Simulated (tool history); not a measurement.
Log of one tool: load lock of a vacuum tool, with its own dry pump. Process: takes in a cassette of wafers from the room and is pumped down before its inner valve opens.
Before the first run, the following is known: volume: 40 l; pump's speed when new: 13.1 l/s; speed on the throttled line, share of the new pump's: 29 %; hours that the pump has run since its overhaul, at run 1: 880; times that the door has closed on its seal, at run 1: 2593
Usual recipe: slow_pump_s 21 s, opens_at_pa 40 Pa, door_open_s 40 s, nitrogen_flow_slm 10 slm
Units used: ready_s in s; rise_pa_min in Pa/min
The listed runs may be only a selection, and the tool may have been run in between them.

run,hour,slow_pump_s,opens_at_pa,door_open_s,nitrogen_flow_slm,hours that the pump has run since its overhaul,times that the door has closed on its seal,"incoming humidity of the room's air, %",ready_s,rise_pa_min
1,0,21,40,40,10,880,2593,44.2,39.2,0.06
2,115,21,40,40,10,995,2969,42,38.7,0.065
3,240.3,21,40,40,10,1121,3379,45.7,39.1,0.067
4,337.5,21,40,40,10,1218,3697,44.1,39.1,0.071
5,441.8,21,40,40,10,1322,4039,46.6,39.1,0.073
6,568.4,25,40,40,10,1449,4453,45.4,42.5,0.076
7,659.8,25,40,40,10,1540,4752,47.2,41.4,0.082
8,755.5,21,40,40,10,1636,5065,40.4,39.7,0.067
9,916.9,21,40,40,10,1797,5593,44.7,38.9,0.081
10,1026.9,21,40,40,10,1907,5953,42.1,38.6,0.082
11,1126.6,21,40,40,10,2007,6279,44.8,39.4,0.082
12,1293.8,10,31,54,7,2174,6827,46.1,31.9,0.107
13,1369.4,10,57,35,7,2250,7074,47.1,31.1,0.092
14,1490.7,30,59,38,11,2371,7471,43.2,44.5,0.089
15,1597,14,32,230,40,2477,7819,42.5,35.5,0.111
16,1724.1,12,40,40,10,2605,8235,45.7,33.2,0.102
17,1821.5,12,40,40,10,2702,8554,45.1,33.5,0.101
18,1909.2,12,40,87,20,2790,8840,44.1,33,0.108
19,2024.3,17,40,40,10,2905,9217,46.4,37.4,0.107
20,2145,17,68,114,10,3025,9612,46.6,35.6,0.149
21,2234.7,17,48,114,11,3115,9906,46.4,35.8,0.149

Here are 4 independent what-if runs from the current tool condition. What would each one return?
A,2386,10,48,114,11,3266,10401,43.2,?,?
B,2386,17,53,145,14,3266,10401,43.1,?,?
C,2386,28,49,160,10,3266,10401,50.1,?,?
D,2386,11,48,114,15,3266,10401,44.8,?,?

run,ready_s,rise_pa_min
A,31.6,0.143
B,35.8,0.16
C,44.4,0.183
D,32.8,0.142
Stripped of hidden state, with their random variation kept, the same runs would have yielded:
run,ready_s,rise_pa_min
A,30.7,0.078
B,34.9,0.091
C,43.7,0.115
D,31.9,0.075

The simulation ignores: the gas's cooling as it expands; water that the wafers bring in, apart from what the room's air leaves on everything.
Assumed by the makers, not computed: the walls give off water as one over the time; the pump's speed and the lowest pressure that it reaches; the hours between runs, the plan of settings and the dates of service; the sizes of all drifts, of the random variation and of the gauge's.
